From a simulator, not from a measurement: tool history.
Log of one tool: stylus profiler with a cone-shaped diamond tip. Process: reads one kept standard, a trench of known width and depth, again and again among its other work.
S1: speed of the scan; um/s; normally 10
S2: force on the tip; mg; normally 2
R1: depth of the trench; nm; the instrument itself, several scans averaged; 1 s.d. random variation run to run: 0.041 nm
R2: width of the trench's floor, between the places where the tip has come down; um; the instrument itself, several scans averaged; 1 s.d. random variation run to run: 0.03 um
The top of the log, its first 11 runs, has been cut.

| run | hour | S1 | S2 | R1 | R2 |
|---|---|---|---|---|---|
| 12 | 942.4 | 10 | 2 | 101.59 | 98.5 |
| 13 | 1019.3 | 10 | 2 | 101.66 | 98.49 |
| 14 | 1079.7 | 10 | 2 | 101.62 | 98.47 |
| 15 | 1178.5 | 10 | 2 | 101.6 | 98.41 |
| 16 | 1237 | 2 | 2.26 | 101.72 | 98.47 |
| 17 | 1283.5 | 2 | 2.26 | 101.69 | 98.46 |
| 18 | 1333.6 | 2 | 2.33 | 101.79 | 98.43 |
| 19 | 1430.2 | 16 | 0.79 | 100.98 | 98.31 |
| 20 | 1509.1 | 3 | 0.79 | 100.92 | 98.36 |
| 21 | 1603.9 | 3 | 0.79 | 100.94 | 98.37 |
| 22 | 1707.3 | 13 | 1.62 | 101.46 | 98.31 |
| 23 | 1811.7 | 13 | 1.62 | 101.54 | 98.3 |
| 24 | 1886.9 | 9 | 0.86 | 101.02 | 98.25 |
| 25 | 1983.2 | 5 | 2.41 | 101.98 | 98.34 |
| 26 | 2067.2 | 5 | 2.41 | 101.96 | 98.3 |
| 27 | 2148.5 | 3 | 2.91 | 102.17 | 98.26 |
| 28 | 2241.9 | 9 | 1.57 | 101.54 | 98.24 |
| 29 | 2319.8 | 10 | 0.75 | 100.96 | 98.17 |
| 30 | 2388.2 | 36 | 1.52 | 101.53 | 98 |

4 ways to go on from here, each from the tool as it stands after run 30. What would each give?
| A | 2481.6 | 29 | 1.16 | ? | ? |
| B | 2481.6 | 3 | 2.93 | ? | ? |
| C | 2481.6 | 3 | 1.29 | ? | ? |
| D | 2481.6 | 22 | 5.7 | ? | ? |

| run | R1 | R2 |
|---|---|---|
| A | 101.24 | 98.02 |
| B | 102.32 | 98.17 |
| C | 101.32 | 98.19 |
| D | 103.33 | 98.14 |
The same runs, with their run-to-run variation unchanged, on a tool lacking any hidden condition would have given:
| run | R1 | R2 |
|---|---|---|
| A | 100.98 | 98.55 |
| B | 102.06 | 98.69 |
| C | 101.06 | 98.72 |
| D | 103.06 | 98.67 |

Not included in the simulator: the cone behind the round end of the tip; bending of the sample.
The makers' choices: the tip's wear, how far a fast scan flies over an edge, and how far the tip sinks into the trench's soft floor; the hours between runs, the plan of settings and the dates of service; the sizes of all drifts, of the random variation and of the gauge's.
